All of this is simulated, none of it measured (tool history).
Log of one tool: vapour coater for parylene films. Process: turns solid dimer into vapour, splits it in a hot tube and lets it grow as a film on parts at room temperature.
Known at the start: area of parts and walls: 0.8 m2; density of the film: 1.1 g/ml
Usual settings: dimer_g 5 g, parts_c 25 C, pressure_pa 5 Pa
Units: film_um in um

run	hour	dimer_g	parts_c	pressure_pa	film_um
1	0	5	25	5	3.25
2	23.2	5	25	6.18	3.13
# hour 62.2: trap's valve overhauled
3	66.1	5	25	6.18	3.17
4	106.1	5	25	11.72	2.79
5	143.2	5	25	11.72	2.79
6	167.6	5	25	5	3.26
7	187.6	5	25	5	3.26
8	206.8	5	25	5	3.27
9	235.1	5	25	5	3.27
10	273.4	5	25	5	3.3
11	303	5	33	5	2.85
12	337.6	5	22	5	3.45
13	376.1	4	34	3.59	2.38
14	403.1	2	25	11.82	1.11
15	438.3	3	18	5.34	2.2
16	473.3	3	25	7.76	1.8
17	516.3	4	20	10.3	2.49
18	540	2	17	4.34	1.56
19	576.1	5	34	4.34	2.89
20	606.5	2	34	6.69	1.07
21	634.9	2	34	6.69	1.07

Run 22 comes next. What will it give?
22	674.3	2	34	6.69	?

film_um: 1.07 um
Without the tool's hidden state the same run would have given film_um 1.06 um.

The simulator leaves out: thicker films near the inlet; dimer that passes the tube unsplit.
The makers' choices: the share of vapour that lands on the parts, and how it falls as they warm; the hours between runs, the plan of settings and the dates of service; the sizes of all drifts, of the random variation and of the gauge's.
